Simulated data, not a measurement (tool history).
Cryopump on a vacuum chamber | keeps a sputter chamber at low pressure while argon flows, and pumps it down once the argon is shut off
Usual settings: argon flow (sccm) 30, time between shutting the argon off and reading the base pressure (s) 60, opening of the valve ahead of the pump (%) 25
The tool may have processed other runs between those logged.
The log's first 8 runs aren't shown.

run,hour,argon flow (sccm),time between shutting the argon off and reading the base pressure (s),opening of the valve ahead of the pump (%),hours of work since the pump was warmed up and emptied,hours of work since the cold head was overhauled,hours of work since the chamber's fittings were tightened,pressure while argon flows (Pa),pressure after the wait (uPa)
9,497.9,17,60,25,683,2952,399,0.0809,1.91
10,539.5,30,60,15,714,2983,430,0.2312,1.87
11,624,30,60,15,777,3046,493,0.2319,1.91
12,706.6,30,277,25,839,3108,555,0.1439,0.88
13,784.6,30,277,25,897,3166,613,0.1446,0.96
14,844.2,30,277,25,942,3211,658,0.1464,1
15,912.9,30,277,25,993,3262,709,0.1472,1.04
16,996.6,30,277,25,1056,3325,772,0.147,1.09
# hour 1057.7: pump warmed up, emptied and cooled again
17,1083.9,30,277,46,20,3386,833,0.0735,0.87
18,1140.8,30,53,28,62,3429,876,0.1191,2.2
19,1181.4,35,60,28,92,3459,906,0.1396,1.97
20,1231.7,39,23,36,130,3497,944,0.1224,4.12
21,1314.7,26,77,30,192,3559,1006,0.0991,1.76
22,1366.2,26,77,30,231,3597,1044,0.0985,1.84
23,1427.8,12,128,25,277,3643,1090,0.0541,1.38
24,1506.3,41,88,25,335,3702,1149,0.1877,1.74
25,1577.1,45,231,53,388,3755,1202,0.1028,1.2
26,1613.5,30,109,25,415,3782,1229,0.1391,1.65
27,1674.5,30,109,25,461,3828,1274,0.1377,1.67
28,1719.6,41,76,42,495,3861,1308,0.1179,2.01
29,1772.5,16,76,18,534,3901,1348,0.1023,2.03
30,1824.2,19,76,22,573,3939,1386,0.1006,2.04
31,1892.9,53,74,43,624,3991,1438,0.1509,2.21
32,1946.2,59,89,28,664,4031,1477,0.2497,1.98
33,2006.8,21,86,16,709,4076,1523,0.1495,2.07

What if the next run were any one of these 4? Each begins from the tool's condition after run 33:
A,2072.4,14,27,39,758,4125,1572,?,?
B,2072.4,20,213,16,758,4125,1572,?,?
C,2072.4,30,24,22,758,4125,1572,?,?
D,2072.4,14,86,16,758,4125,1572,?,?

run,pressure while argon flows (Pa),pressure after the wait (uPa)
A,0.0456,4.07
B,0.1448,1.53
C,0.1595,4.51
D,0.1006,2.08
Had the tool no hidden state, the same runs would have come out as:
run,pressure while argon flows (Pa),pressure after the wait (uPa)
A,0.0405,3.09
B,0.1375,0.55
C,0.1488,3.51
D,0.0956,1.1

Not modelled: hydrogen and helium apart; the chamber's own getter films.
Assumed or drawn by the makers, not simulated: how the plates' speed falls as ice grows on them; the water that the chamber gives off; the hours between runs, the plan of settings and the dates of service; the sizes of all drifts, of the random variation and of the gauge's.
